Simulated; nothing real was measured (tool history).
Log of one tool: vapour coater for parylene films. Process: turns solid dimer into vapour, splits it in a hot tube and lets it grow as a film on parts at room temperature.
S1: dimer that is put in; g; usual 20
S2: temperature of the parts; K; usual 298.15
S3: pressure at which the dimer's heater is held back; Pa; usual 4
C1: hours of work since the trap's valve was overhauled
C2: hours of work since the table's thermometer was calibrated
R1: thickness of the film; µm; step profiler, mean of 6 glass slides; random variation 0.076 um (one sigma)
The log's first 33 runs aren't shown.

Run 34, hour 1750: usual settings but S1 31 g, S2 309.15 K; C1 354; C2 1340. Result: R1 11.99 µm.
Run 35, hour 1793.2: usual settings but S1 31 g, S2 309.15 K; C1 384; C2 1369. Result: R1 11.92 µm.
Run 36, hour 1848.9: usual settings but S1 9 g, S2 306.15 K; C1 422; C2 1408. Result: R1 3.84 µm.
Run 37, hour 1901.4: usual settings but S1 9 g, S2 306.15 K; C1 459; C2 1444. Result: R1 3.84 µm.
Run 38, hour 1948.5: usual settings but S1 8 g, S2 295.15 K, S3 11.91 Pa; C1 491; C2 1477. Result: R1 3.75 µm.
Run 39, hour 1988.9: usual settings but S1 18 g, S2 293.15 K, S3 2.11 Pa; C1 519; C2 1505. Result: R1 13.39 µm.
Run 40, hour 2056.9: usual settings but S1 13 g, S2 292.15 K, S3 5.85 Pa; C1 566; C2 1552. Result: R1 8.08 µm.
Run 41, hour 2088.2: usual settings but S3 2.33 Pa; C1 588; C2 1574. Result: R1 12.8 µm.
Run 42, hour 2147: usual settings but S2 308.15 K, S3 2.33 Pa; C1 629; C2 1614. Result: R1 9.09 µm.
At hour 2204.3: trap's valve overhauled.
Run 43, hour 2204.3: usual settings but S2 308.15 K, S3 2.33 Pa; C1 0; C2 1651. Result: R1 9.16 µm.
Run 44, hour 2267.1: usual settings but S1 23 g, S2 292.15 K, S3 7.36 Pa; C1 43; C2 1694. Result: R1 13.47 µm.
Run 45, hour 2327.2: usual settings but S1 12 g, S2 295.15 K, S3 5.06 Pa; C1 85; C2 1736. Result: R1 6.86 µm.
Run 46, hour 2388.6: usual settings but S1 12 g, S2 303.15 K, S3 5.06 Pa; C1 127; C2 1778. Result: R1 5.36 µm.

3 ways to go on from here, each from the tool as it stands after run 46. What would each give?
Run A, hour 2430.2: usual settings but S1 28 g, S2 299.15 K, S3 5.06 Pa; C1 156; C2 1807. Result: R1 ?.
Run B, hour 2430.2: usual settings but S1 9 g, S2 303.15 K, S3 5.06 Pa; C1 156; C2 1807. Result: R1 ?.
Run C, hour 2430.2: usual settings but S1 34 g, S2 303.15 K, S3 8.26 Pa; C1 156; C2 1807. Result: R1 ?.

run     R1
  A  14.23
  B   3.99
  C  13.45
Without the tool's hidden state the same runs would have given:
run     R1
  A  14.26
  B   3.99
  C  13.47

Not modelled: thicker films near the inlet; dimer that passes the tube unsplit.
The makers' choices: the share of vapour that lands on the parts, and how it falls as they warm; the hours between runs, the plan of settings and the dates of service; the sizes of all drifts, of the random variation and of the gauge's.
